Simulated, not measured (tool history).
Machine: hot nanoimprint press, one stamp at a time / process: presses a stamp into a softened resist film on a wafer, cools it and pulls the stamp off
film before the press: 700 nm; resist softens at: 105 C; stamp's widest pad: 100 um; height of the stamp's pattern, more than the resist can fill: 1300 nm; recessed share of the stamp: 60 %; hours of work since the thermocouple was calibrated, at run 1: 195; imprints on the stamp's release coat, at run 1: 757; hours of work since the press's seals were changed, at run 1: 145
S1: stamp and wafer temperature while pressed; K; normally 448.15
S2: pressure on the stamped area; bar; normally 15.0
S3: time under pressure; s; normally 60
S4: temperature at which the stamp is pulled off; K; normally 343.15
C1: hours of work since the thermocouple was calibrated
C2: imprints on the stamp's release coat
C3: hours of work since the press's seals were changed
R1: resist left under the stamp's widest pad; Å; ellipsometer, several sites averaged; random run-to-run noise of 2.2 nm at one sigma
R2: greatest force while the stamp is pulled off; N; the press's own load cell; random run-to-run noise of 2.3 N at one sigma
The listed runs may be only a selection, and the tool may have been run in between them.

run 1 day=0.000 | S1=448.15 S2=15.0 S3=60 S4=343.15 | C1=195 C2=757 C3=145 | R1=3446 R2=247
run 2 day=0.317 | S1=448.15 S2=15.0 S3=30 S4=343.15 | C1=199 C2=771 C3=149 | R1=4297 R2=252
run 3 day=0.600 | S1=448.15 S2=15.0 S3=30 S4=343.15 | C1=202 C2=783 C3=152 | R1=4307 R2=251
run 4 day=1.008 | S1=448.15 S2=15.0 S3=30 S4=343.15 | C1=206 C2=801 C3=156 | R1=4306 R2=251
run 5 day=1.292 | S1=448.15 S2=15.0 S3=30 S4=343.15 | C1=209 C2=814 C3=159 | R1=4333 R2=253
run 6 day=1.488 | S1=448.15 S2=15.0 S3=82 S4=343.15 | C1=211 C2=822 C3=161 | R1=3006 R2=254
run 7 day=1.862 | S1=448.15 S2=15.0 S3=82 S4=343.15 | C1=215 C2=838 C3=165 | R1=3002 R2=252
run 8 day=2.225 | S1=448.15 S2=15.0 S3=82 S4=343.15 | C1=219 C2=854 C3=169 | R1=3024 R2=254
run 9 day=2.429 | S1=448.15 S2=15.0 S3=82 S4=343.15 | C1=221 C2=863 C3=171 | R1=3066 R2=251
run 10 day=2.825 | S1=448.15 S2=15.0 S3=82 S4=343.15 | C1=225 C2=881 C3=175 | R1=3037 R2=259
run 11 day=3.250 | S1=448.15 S2=15.0 S3=60 S4=343.15 | C1=230 C2=899 C3=180 | R1=3368 R2=259
run 12 day=3.588 | S1=448.15 S2=15.0 S3=60 S4=343.15 | C1=233 C2=914 C3=183 | R1=3382 R2=252
-- day=3.742 plate thermocouple calibrated
run 13 day=4.050 | S1=448.15 S2=15.0 S3=60 S4=343.15 | C1=3 C2=929 C3=187 | R1=3361 R2=260
run 14 day=4.300 | S1=448.15 S2=15.0 S3=60 S4=338.15 | C1=6 C2=940 C3=189 | R1=3378 R2=289
run 15 day=4.708 | S1=448.15 S2=15.0 S3=60 S4=343.15 | C1=10 C2=958 C3=194 | R1=3367 R2=255
run 16 day=5.054 | S1=448.15 S2=13.2 S3=107 S4=343.15 | C1=14 C2=973 C3=197 | R1=2846 R2=253
run 17 day=5.367 | S1=448.15 S2=13.2 S3=107 S4=343.15 | C1=17 C2=987 C3=201 | R1=2878 R2=253
run 18 day=5.804 | S1=452.15 S2=23.9 S3=60 S4=336.15 | C1=22 C2=1006 C3=205 | R1=2222 R2=304
-- day=6.242 plate thermocouple calibrated, once more
run 19 day=6.300 | S1=460.15 S2=9.1 S3=35 S4=336.15 | C1=1 C2=1022 C3=209 | R1=3190 R2=317
run 20 day=6.567 | S1=444.15 S2=12.5 S3=60 S4=329.15 | C1=3 C2=1034 C3=212 | R1=4530 R2=366
run 21 day=6.900 | S1=447.15 S2=20.0 S3=65 S4=340.15 | C1=7 C2=1048 C3=215 | R1=3240 R2=289
run 22 day=7.162 | S1=459.15 S2=21.1 S3=69 S4=340.15 | C1=10 C2=1060 C3=218 | R1=1695 R2=289
run 23 day=7.621 | S1=444.15 S2=18.6 S3=69 S4=340.15 | C1=15 C2=1080 C3=223 | R1=3777 R2=295
run 24 day=7.846 | S1=443.15 S2=15.0 S3=60 S4=342.15 | C1=17 C2=1090 C3=225 | R1=4462 R2=275

For run 25, what comes out?
run 25 day=8.292 | S1=443.15 S2=15.0 S3=60 S4=342.15 | C1=22 C2=1109 C3=230 | R1=? R2=?

{"run 25": {"R1": 4396, "R2": 275}}
With no hidden state in the tool, this same run would have given R1 4402 Å, R2 240 N.
